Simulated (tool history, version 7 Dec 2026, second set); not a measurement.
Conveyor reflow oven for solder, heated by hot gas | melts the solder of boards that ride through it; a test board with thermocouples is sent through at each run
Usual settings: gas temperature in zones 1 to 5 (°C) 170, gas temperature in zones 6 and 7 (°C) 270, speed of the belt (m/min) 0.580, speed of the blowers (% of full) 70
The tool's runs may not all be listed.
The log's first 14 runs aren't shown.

run,hour,gas temperature in zones 1 to 5 (°C),gas temperature in zones 6 and 7 (°C),speed of the belt (m/min),speed of the blowers (% of full),hours of work since the flux was cleaned out,hours of work since the belt drive was overhauled,hours of work since the thermocouples were changed,highest temperature of the board (°C),time above the solder's melting point (s)
15,263.2,170,270,0.580,75,127,325,204,258.6,66.4
16,276.1,172,270,0.580,78,135,333,212,258.9,68.0
17,301.3,168,274,0.580,70,151,349,228,261.0,67.2
18,328.4,168,274,0.580,70,168,366,245,260.9,66.3
19,354.0,168,274,0.518,83,184,382,262,265.8,79.5
20,367.3,177,274,0.518,63,193,391,270,263.4,80.2
21,390.9,177,274,0.518,63,208,406,285,263.3,80.6
22,410.8,156,281,0.656,70,220,418,298,260.4,55.2
23,432.5,156,281,0.656,70,234,432,311,260.8,55.1
24,447.0,169,266,0.492,70,243,441,321,256.9,78.5
25,473.7,157,281,0.580,54,260,458,337,260.1,62.5
26,499.2,157,268,0.580,54,276,474,354,248.6,53.6
27,513.0,157,271,0.580,54,285,483,362,251.1,55.8
28,531.7,157,271,0.580,54,297,495,374,250.9,55.6
29,546.4,157,271,0.580,54,306,504,384,250.5,56.0
30,568.3,157,271,0.580,54,320,518,397,250.7,55.6

Forecast each of these 5 alternatives for the next run:
A,582.8,157,263,0.580,53,329,527,407,?,?
B,582.8,173,258,0.580,70,329,527,407,?,?
C,582.8,164,282,0.580,77,329,527,407,?,?
D,582.8,170,270,0.580,83,329,527,407,?,?
E,582.8,170,283,0.580,56,329,527,407,?,?

run,highest temperature of the board (°C),time above the solder's melting point (s)
A,243.4,48.3
B,245.7,58.0
C,268.1,69.7
D,258.0,67.1
E,264.6,69.8
Without the tool's hidden state the same runs would have given:
run,highest temperature of the board (°C),time above the solder's melting point (s)
A,245.9,51.0
B,248.2,60.5
C,271.0,71.1
D,260.7,68.8
E,267.2,71.0

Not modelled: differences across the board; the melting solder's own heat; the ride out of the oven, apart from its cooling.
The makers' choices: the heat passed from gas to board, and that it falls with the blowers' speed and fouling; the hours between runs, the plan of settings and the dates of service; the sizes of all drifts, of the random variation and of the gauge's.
